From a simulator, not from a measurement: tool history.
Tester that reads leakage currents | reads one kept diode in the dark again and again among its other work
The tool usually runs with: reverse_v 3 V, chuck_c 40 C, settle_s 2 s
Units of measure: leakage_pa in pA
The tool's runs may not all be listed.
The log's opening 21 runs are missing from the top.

run    hour  reverse_v  chuck_c  settle_s  leakage_pa
 22  1615.2          3       40      8.17      170.06
 23  1708.6          3       40      8.17      168.77
     1730.7  -- chuck's temperature calibrated
 24  1792.4          3       40      8.17      181.33
 25  1836.2          3       42         2      215.08
 26  1923.7       2.62       22      8.01       35.43
 27  1969.1       2.62       22      8.01       35.19
 28    2039       8.98       27         2       88.05
 29  2085.5       2.44       40         2      167.03
 30  2154.2       2.44       40         2      165.23
 31  2235.8          3       40      2.78      176.64
 32    2335      10.71       46      0.35      465.68
 33  2416.9      13.06       53      0.78      842.04
 34  2477.6      13.06       53      0.78      840.64
 35  2570.7       9.01       47      2.56      456.45
 36  2648.6       9.01       47      2.56       452.7
 37  2739.7       4.28       41      7.72      211.46

3 options for the next run, each taken on its own from the tool as it stands now. Forecast them:
     2799.9  -- chuck's temperature calibrated
  A  2834.6          3       54         2           ?
     2799.9  -- chuck's temperature calibrated
  B  2834.6          3       40      0.39           ?
     2799.9  -- chuck's temperature calibrated
  C  2834.6       1.05       21         2           ?

run  leakage_pa
  A      557.99
  B      184.62
  C       23.83
Stripped of hidden state, with their random variation kept, the same runs would have yielded:
run  leakage_pa
  A       560.8
  B      184.55
  C       23.48
